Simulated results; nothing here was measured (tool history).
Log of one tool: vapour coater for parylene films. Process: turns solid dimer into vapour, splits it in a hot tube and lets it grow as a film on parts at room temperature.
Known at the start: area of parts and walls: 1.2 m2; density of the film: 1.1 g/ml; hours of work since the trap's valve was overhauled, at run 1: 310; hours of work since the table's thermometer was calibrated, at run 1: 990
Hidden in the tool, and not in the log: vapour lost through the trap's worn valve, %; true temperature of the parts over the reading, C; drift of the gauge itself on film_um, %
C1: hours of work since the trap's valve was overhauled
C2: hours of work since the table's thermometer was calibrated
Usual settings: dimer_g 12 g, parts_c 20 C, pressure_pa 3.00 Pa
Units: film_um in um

{"run": 1, "hour": 0.0, "dimer_g": 12, "parts_c": 20, "pressure_pa": 3.0, "C1": 310, "C2": 990, "film_um": 4.37}
{"run": 2, "hour": 45.0, "dimer_g": 12, "parts_c": 20, "pressure_pa": 3.0, "C1": 346, "C2": 1026, "film_um": 4.4}
{"run": 3, "hour": 73.6, "dimer_g": 12, "parts_c": 12, "pressure_pa": 3.0, "C1": 368, "C2": 1048, "film_um": 5.59}
{"run": 4, "hour": 113.7, "dimer_g": 12, "parts_c": 12, "pressure_pa": 3.0, "C1": 400, "C2": 1080, "film_um": 5.52}
{"run": 5, "hour": 152.5, "dimer_g": 12, "parts_c": 12, "pressure_pa": 5.49, "C1": 430, "C2": 1110, "film_um": 5.28}
{"run": 6, "hour": 195.5, "dimer_g": 12, "parts_c": 12, "pressure_pa": 5.49, "C1": 464, "C2": 1144, "film_um": 5.33}
{"hour": 203.8, "done": "trap's valve overhauled"}
{"run": 7, "hour": 234.8, "dimer_g": 20, "parts_c": 20, "pressure_pa": 3.0, "C1": 24, "C2": 1172, "film_um": 8.16}
{"hour": 252.8, "done": "table's thermometer calibrated"}
{"run": 8, "hour": 273.5, "dimer_g": 12, "parts_c": 20, "pressure_pa": 3.0, "C1": 54, "C2": 16, "film_um": 4.87}
{"run": 9, "hour": 296.3, "dimer_g": 12, "parts_c": 20, "pressure_pa": 3.0, "C1": 72, "C2": 34, "film_um": 4.87}
{"run": 10, "hour": 321.2, "dimer_g": 12, "parts_c": 20, "pressure_pa": 3.0, "C1": 92, "C2": 54, "film_um": 4.78}
{"run": 11, "hour": 343.8, "dimer_g": 12, "parts_c": 20, "pressure_pa": 3.0, "C1": 109, "C2": 72, "film_um": 4.82}
{"run": 12, "hour": 366.4, "dimer_g": 12, "parts_c": 20, "pressure_pa": 3.0, "C1": 127, "C2": 90, "film_um": 4.77}
{"run": 13, "hour": 397.9, "dimer_g": 12, "parts_c": 20, "pressure_pa": 3.0, "C1": 152, "C2": 114, "film_um": 4.69}
{"run": 14, "hour": 444.9, "dimer_g": 12, "parts_c": 20, "pressure_pa": 3.0, "C1": 189, "C2": 151, "film_um": 4.63}
{"run": 15, "hour": 475.5, "dimer_g": 12, "parts_c": 19, "pressure_pa": 10.39, "C1": 213, "C2": 175, "film_um": 4.53}
{"run": 16, "hour": 520.5, "dimer_g": 11, "parts_c": 18, "pressure_pa": 9.63, "C1": 249, "C2": 211, "film_um": 4.23}
{"run": 17, "hour": 553.0, "dimer_g": 11, "parts_c": 18, "pressure_pa": 9.63, "C1": 274, "C2": 236, "film_um": 4.16}
{"run": 18, "hour": 596.7, "dimer_g": 13, "parts_c": 24, "pressure_pa": 9.17, "C1": 309, "C2": 271, "film_um": 4.05}
{"run": 19, "hour": 624.1, "dimer_g": 13, "parts_c": 24, "pressure_pa": 9.17, "C1": 330, "C2": 292, "film_um": 4.05}
{"run": 20, "hour": 660.3, "dimer_g": 13, "parts_c": 24, "pressure_pa": 9.17, "C1": 359, "C2": 321, "film_um": 4.09}

3 ways to go on from here, each from the tool as it stands after run 20. What would each give?
{"run": "A", "hour": 708.3, "dimer_g": 5, "parts_c": 18, "pressure_pa": 9.1, "C1": 397, "C2": 359, "film_um": "?"}
{"run": "B", "hour": 708.3, "dimer_g": 13, "parts_c": 28, "pressure_pa": 9.17, "C1": 397, "C2": 359, "film_um": "?"}
{"run": "C", "hour": 708.3, "dimer_g": 12, "parts_c": 13, "pressure_pa": 2.26, "C1": 397, "C2": 359, "film_um": "?"}

run=A film_um=1.79
run=B film_um=3.61
run=C film_um=5.52
Without the tool's hidden state the same runs would have given:
run=A film_um=2.02
run=B film_um=4.07
run=C film_um=6.21

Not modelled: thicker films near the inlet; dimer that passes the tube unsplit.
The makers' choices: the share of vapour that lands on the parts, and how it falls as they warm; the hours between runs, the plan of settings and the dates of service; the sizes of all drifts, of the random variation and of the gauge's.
